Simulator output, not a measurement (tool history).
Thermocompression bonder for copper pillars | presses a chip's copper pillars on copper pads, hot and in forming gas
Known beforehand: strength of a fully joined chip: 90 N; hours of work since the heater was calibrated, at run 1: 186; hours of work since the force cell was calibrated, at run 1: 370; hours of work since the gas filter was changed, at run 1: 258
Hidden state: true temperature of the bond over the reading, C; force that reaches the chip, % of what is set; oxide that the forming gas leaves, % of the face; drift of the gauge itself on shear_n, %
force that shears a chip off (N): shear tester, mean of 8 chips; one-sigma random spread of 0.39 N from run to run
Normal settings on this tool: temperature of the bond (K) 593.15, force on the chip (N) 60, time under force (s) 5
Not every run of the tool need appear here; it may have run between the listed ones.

run     day  temperature of the bond (K)  force on the chip (N)  time under force (s)  hours of work since the heater was calibrated  hours of work since the force cell was calibrated  hours of work since the gas filter was changed  force that shears a chip off (N)
  1       0                       593.15                     60                     5                                            186                                                370                                             258                              61.5
  2   1.767                       593.15                     60                     5                                            203                                                388                                             276                              61.6
  3   3.612                       593.15                     60                     5                                            222                                                406                                             295                              61.3
  4    5.05                       593.15                     60                     5                                            236                                                421                                             309                              61.2
  5   6.879                       593.15                     60                     5                                            255                                                439                                             327                              61.1
  6   9.025                       593.15                     60                     5                                            276                                                461                                             349                              60.2
  7  11.692                       593.15                     87                     5                                            303                                                487                                             375                              74.9
  8  13.054                       593.15                     87                     5                                            316                                                501                                             389                              74.7
  9   14.25                       593.15                     70                     5                                            328                                                513                                             401                              66.9
     14.638  -- forming gas filter changed
 10  16.425                       589.15                     60                     5                                            350                                                534                                              18                                64
 11  18.033                       593.15                     60                     5                                            366                                                551                                              34                              65.1
 12  19.238                       618.15                     60                     5                                            378                                                563                                              46                              77.6
 13  21.396                       592.15                     79                     5                                            400                                                584                                              68                                77
 14  23.954                       592.15                     79                     5                                            425                                                610                                              93                              75.7
 15  26.596                       567.15                     65                     9                                            452                                                636                                             120                              62.6
 16  29.167                       567.15                     65                     9                                            477                                                662                                             145                              62.8
 17  30.725                       602.15                     40                     8                                            493                                                678                                             161                              58.7
 18  33.233                       576.15                     40                     3                                            518                                                703                                             186                              31.2
 19   34.65                       614.15                     78                     4                                            532                                                717                                             200                              79.5
 20  35.867                       614.15                     78                     4                                            544                                                729                                             212                              80.2
 21  38.204                       593.15                     60                     4                                            568                                                752                                             236                              61.5
 22  40.262                       567.15                     50                    14                                            588                                                773                                             256                              57.4
 23  41.762                       567.15                     50                    14                                            603                                                788                                             271                              57.4
 24  43.988                       567.15                     50                    14                                            626                                                810                                             294                              57.2

4 ways to go on from here, each from the tool as it stands after run 24. What would each give?
  A  46.267                       578.15                     52                     5                                            649                                                833                                             317                                 ?
  B  46.267                       567.15                     52                    14                                            649                                                833                                             317                                 ?
  C  46.267                       612.15                     50                    14                                            649                                                833                                             317                                 ?
  D  46.267                       593.15                     71                     5                                            649                                                833                                             317                                 ?

run  force that shears a chip off (N)
  A                              49.8
  B                              59.6
  C                              78.1
  D                              70.8
Had the tool no hidden state, the same runs would have come out as:
run  force that shears a chip off (N)
  A                              46.4
  B                              56.4
  C                              78.8
  D                              69.5
